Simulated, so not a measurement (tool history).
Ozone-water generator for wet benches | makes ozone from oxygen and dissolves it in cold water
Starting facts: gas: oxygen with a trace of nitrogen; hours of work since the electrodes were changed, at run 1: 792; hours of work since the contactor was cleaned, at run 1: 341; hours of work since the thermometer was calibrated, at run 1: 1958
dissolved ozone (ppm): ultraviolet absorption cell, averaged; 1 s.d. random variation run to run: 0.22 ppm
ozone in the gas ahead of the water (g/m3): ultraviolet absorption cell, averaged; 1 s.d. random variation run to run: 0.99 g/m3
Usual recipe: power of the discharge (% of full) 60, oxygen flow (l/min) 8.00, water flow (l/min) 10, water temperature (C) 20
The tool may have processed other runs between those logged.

run	hour	power of the discharge (% of full)	oxygen flow (l/min)	water flow (l/min)	water temperature (C)	hours of work since the electrodes were changed	hours of work since the contactor was cleaned	hours of work since the thermometer was calibrated	dissolved ozone (ppm)	ozone in the gas ahead of the water (g/m3)
1	0.0	60	8.00	10	20	792	341	1958	31.0	167.2
2	52.7	60	8.00	10	20	833	382	1999	31.0	167.2
3	80.5	60	8.00	7	20	854	403	2021	35.6	167.2
4	135.9	60	8.00	10	20	897	446	2064	30.6	166.6
5	190.2	60	8.00	10	20	939	488	2106	31.0	166.7
6	248.7	60	8.00	10	15	985	534	2152	34.7	166.2
7	278.5	60	8.00	10	15	1008	557	2175	34.5	167.1
8	317.5	60	8.00	8	15	1038	587	2205	38.2	167.3
9	369.3	60	8.00	16	15	1078	627	2245	26.3	166.3
10	404.3	60	8.00	16	15	1106	654	2272	26.6	166.1
11	440.5	60	8.00	16	15	1134	683	2300	26.3	163.8
12	496.2	60	8.00	16	15	1177	726	2344	26.1	164.3
13	548.1	60	8.00	16	15	1217	766	2384	26.3	164.5
14	584.3	60	8.00	13	20	1245	794	2412	26.6	164.1
15	612.9	60	8.00	13	20	1268	816	2434	27.2	164.4
16	648.9	60	8.00	15	20	1296	844	2462	24.7	164.2
17	675.1	60	8.00	15	20	1316	865	2483	24.6	165.5
18	709.1	75	8.00	15	20	1342	891	2509	29.2	195.8
19	734.5	75	8.00	15	20	1362	911	2529	29.1	195.6
20	771.1	75	4.69	8	20	1390	939	2557	46.9	270.7
21	796.5	72	4.69	10	20	1410	959	2577	41.0	259.6
22	852.2	99	10.79	10	20	1453	1002	2620	40.2	204.0
23	904.3	60	11.96	12	20	1494	1043	2660	24.4	129.8
24	946.2	77	9.63	14	17	1526	1075	2693	31.3	178.1
25	978.6	66	7.30	14	17	1551	1100	2718	29.6	184.4

Difference, measured minus no-hidden-state, one row per run. Run-to-run variation is common to both terms; the gauge's own scatter need not be:
The tool's hidden condition here consists of: yield of the discharge, % of new electrodes'; contactor's efficiency, % of a clean one's; true water temperature over the reading, C; drift of the gauge itself on ozone_ppm, %; drift of the gauge itself on gas_g_m3, %.
run	dissolved ozone (ppm)	ozone in the gas ahead of the water (g/m3)
1	-1.0	-3.8
2	-1.0	-4.1
3	-1.2	-4.1
4	-1.0	-4.4
5	-1.1	-4.6
6	-1.3	-4.9
7	-1.4	-5.0
8	-1.6	-5.2
9	-1.1	-5.3
10	-1.1	-5.5
11	-1.2	-5.6
12	-1.3	-5.8
13	-1.2	-6.1
14	-1.3	-6.2
15	-1.3	-6.3
16	-1.2	-6.5
17	-1.3	-6.7
18	-1.9	-9.7
19	-1.9	-9.9
20	-2.9	-14.0
21	-2.6	-13.2
22	-3.2	-13.4
23	-1.5	-5.9
24	-2.3	-10.3
25	-2.0	-9.6
